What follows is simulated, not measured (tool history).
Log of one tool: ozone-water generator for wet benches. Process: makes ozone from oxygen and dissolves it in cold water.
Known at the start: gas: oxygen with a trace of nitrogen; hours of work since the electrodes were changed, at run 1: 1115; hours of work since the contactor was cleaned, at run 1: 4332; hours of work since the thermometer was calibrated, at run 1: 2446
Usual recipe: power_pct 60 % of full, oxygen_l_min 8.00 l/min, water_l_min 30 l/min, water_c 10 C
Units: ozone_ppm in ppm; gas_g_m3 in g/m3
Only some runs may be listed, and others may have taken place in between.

| run | hour | power_pct | oxygen_l_min | water_l_min | water_c | hours of work since the electrodes were changed | hours of work since the contactor was cleaned | hours of work since the thermometer was calibrated | ozone_ppm | gas_g_m3 |
|---|---|---|---|---|---|---|---|---|---|---|
| 1 | 0.0 | 60 | 8.00 | 30 | 10 | 1115 | 4332 | 2446 | 16.8 | 135.8 |
| 2 | 73.6 | 60 | 8.00 | 30 | 10 | 1179 | 4395 | 2509 | 16.9 | 137.2 |
| 3 | 142.0 | 60 | 8.00 | 30 | 10 | 1238 | 4455 | 2569 | 16.7 | 137.3 |
| 4 | 229.3 | 60 | 8.00 | 30 | 10 | 1314 | 4530 | 2644 | 16.8 | 135.8 |
| 5 | 321.4 | 60 | 8.00 | 30 | 11 | 1394 | 4610 | 2724 | 16.6 | 135.8 |
| 6 | 412.0 | 60 | 8.00 | 30 | 11 | 1472 | 4688 | 2802 | 16.7 | 135.5 |
| 7 | 493.5 | 60 | 8.00 | 30 | 11 | 1543 | 4759 | 2873 | 16.7 | 136.7 |
| 8 | 551.9 | 60 | 8.00 | 30 | 11 | 1593 | 4809 | 2923 | 16.3 | 136.6 |
| 9 | 619.0 | 54 | 8.00 | 30 | 10 | 1651 | 4867 | 2982 | 16.0 | 127.3 |
| 10 | 658.5 | 54 | 9.67 | 30 | 10 | 1685 | 4902 | 3016 | 15.7 | 114.1 |
| 11 | 716.3 | 54 | 9.67 | 30 | 10 | 1735 | 4952 | 3066 | 15.8 | 112.8 |
| 12 | 774.8 | 54 | 9.67 | 30 | 13 | 1786 | 5002 | 3116 | 15.0 | 112.9 |
| 13 | 826.6 | 54 | 9.67 | 30 | 13 | 1831 | 5047 | 3161 | 14.9 | 114.5 |
| 14 | 886.3 | 54 | 9.67 | 30 | 13 | 1883 | 5099 | 3213 | 15.0 | 113.6 |
| 15 | 971.6 | 60 | 8.00 | 34 | 15 | 1956 | 5172 | 3287 | 14.2 | 133.7 |
| 16 | 1039.5 | 60 | 8.00 | 30 | 12 | 2015 | 5231 | 3345 | 16.3 | 135.3 |
| 17 | 1119.5 | 60 | 8.00 | 30 | 12 | 2084 | 5301 | 3415 | 16.2 | 135.3 |
|  | 1185.0 | water thermometer calibrated |
| 18 | 1197.6 | 100 | 11.22 | 37 | 11 | 2151 | 5368 | 11 | 18.1 | 146.3 |

Per-run results on a tool with no hidden state, each run keeping its own random variation:
Hidden state present: yield of the discharge, % of new electrodes'; contactor's efficiency, % of a clean one's; true water temperature over the reading, C; drift of the gauge itself on ozone_ppm, %; drift of the gauge itself on gas_g_m3, %.
| run | ozone_ppm | gas_g_m3 |
|---|---|---|
| 1 | 17.5 | 137.3 |
| 2 | 17.7 | 138.9 |
| 3 | 17.5 | 139.1 |
| 4 | 17.6 | 137.7 |
| 5 | 17.4 | 137.8 |
| 6 | 17.5 | 137.6 |
| 7 | 17.6 | 138.9 |
| 8 | 17.2 | 138.9 |
| 9 | 16.8 | 129.4 |
| 10 | 16.6 | 116.0 |
| 11 | 16.6 | 114.8 |
| 12 | 15.8 | 115.0 |
| 13 | 15.7 | 116.7 |
| 14 | 15.9 | 115.8 |
| 15 | 15.1 | 136.6 |
| 16 | 17.4 | 138.3 |
| 17 | 17.2 | 138.5 |
| 18 | 19.5 | 150.9 |
